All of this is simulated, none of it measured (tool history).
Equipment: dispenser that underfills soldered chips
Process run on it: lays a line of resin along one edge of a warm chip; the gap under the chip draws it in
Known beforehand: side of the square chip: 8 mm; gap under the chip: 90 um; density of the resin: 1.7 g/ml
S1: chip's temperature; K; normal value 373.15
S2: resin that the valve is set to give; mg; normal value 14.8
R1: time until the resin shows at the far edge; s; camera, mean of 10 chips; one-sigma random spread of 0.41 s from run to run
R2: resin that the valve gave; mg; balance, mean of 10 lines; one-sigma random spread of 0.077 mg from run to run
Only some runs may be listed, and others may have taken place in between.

{"run": 1, "hour": 0.0, "S1": 373.15, "S2": 14.8, "R1": 44.9, "R2": 14.68}
{"hour": 3.1, "done": "new syringe of resin"}
{"run": 2, "hour": 5.2, "S1": 373.15, "S2": 14.8, "R1": 31, "R2": 14.48}
{"run": 3, "hour": 12.8, "S1": 373.15, "S2": 14.8, "R1": 47.3, "R2": 14.69}
{"hour": 14.3, "done": "new syringe of resin"}
{"run": 4, "hour": 17.1, "S1": 373.15, "S2": 14.8, "R1": 32.7, "R2": 14.42}
{"run": 5, "hour": 24.3, "S1": 373.15, "S2": 14.8, "R1": 48.3, "R2": 14.41}
{"hour": 25.2, "done": "new syringe of resin"}
{"run": 6, "hour": 30.7, "S1": 373.15, "S2": 14.8, "R1": 37.5, "R2": 14.54}
{"run": 7, "hour": 33.8, "S1": 373.15, "S2": 14.8, "R1": 45.6, "R2": 14.46}
{"hour": 36.4, "done": "new syringe of resin"}
{"run": 8, "hour": 38.8, "S1": 373.15, "S2": 14.8, "R1": 30.4, "R2": 14.32}
{"run": 9, "hour": 45.9, "S1": 373.15, "S2": 14.4, "R1": 46, "R2": 13.98}
{"hour": 47.4, "done": "new syringe of resin"}
{"run": 10, "hour": 52.8, "S1": 373.15, "S2": 14.4, "R1": 38.3, "R2": 13.83}
{"run": 11, "hour": 57.3, "S1": 373.15, "S2": 14.4, "R1": 49.6, "R2": 13.95}
{"hour": 58.3, "done": "new syringe of resin"}
{"run": 12, "hour": 61.8, "S1": 373.15, "S2": 14.4, "R1": 34.4, "R2": 13.83}
{"run": 13, "hour": 68.6, "S1": 377.15, "S2": 17.9, "R1": 44.2, "R2": 17.16}
{"hour": 69.3, "done": "new syringe of resin"}
{"run": 14, "hour": 75.6, "S1": 383.15, "S2": 15.2, "R1": 29.5, "R2": 14.57}
{"hour": 80.4, "done": "new syringe of resin"}
{"run": 15, "hour": 80.4, "S1": 385.15, "S2": 15.3, "R1": 20.4, "R2": 14.63}
{"run": 16, "hour": 83.9, "S1": 358.15, "S2": 15.6, "R1": 52.4, "R2": 14.84}
{"run": 17, "hour": 88.2, "S1": 374.15, "S2": 17.6, "R1": 41.8, "R2": 16.66}
{"hour": 91.6, "done": "new syringe of resin"}
{"run": 18, "hour": 95.1, "S1": 387.15, "S2": 16.9, "R1": 22.8, "R2": 15.96}
{"run": 19, "hour": 99.2, "S1": 387.15, "S2": 16.9, "R1": 29.8, "R2": 15.95}
{"hour": 102.7, "done": "new syringe of resin"}
{"run": 20, "hour": 103.2, "S1": 387.15, "S2": 16.9, "R1": 19.4, "R2": 15.79}

Predict each of these 4 candidate next runs independently; none follows another, all start after run 20:
{"run": "A", "hour": 106.3, "S1": 373.15, "S2": 12.9, "R1": "?", "R2": "?"}
{"run": "B", "hour": 106.3, "S1": 359.15, "S2": 16.3, "R1": "?", "R2": "?"}
{"run": "C", "hour": 106.3, "S1": 382.15, "S2": 16.4, "R1": "?", "R2": "?"}
{"run": "D", "hour": 106.3, "S1": 362.15, "S2": 19.1, "R1": "?", "R2": "?"}

run=A R1=35.1 R2=12.12
run=B R1=48.9 R2=15.48
run=C R1=25.9 R2=15.38
run=D R1=45 R2=18
Stripped of hidden state, with their random variation kept, the same runs would have yielded:
run=A R1=28.7 R2=12.87
run=B R1=40.6 R2=16.42
run=C R1=21.4 R2=16.33
run=D R1=37.4 R2=19.11
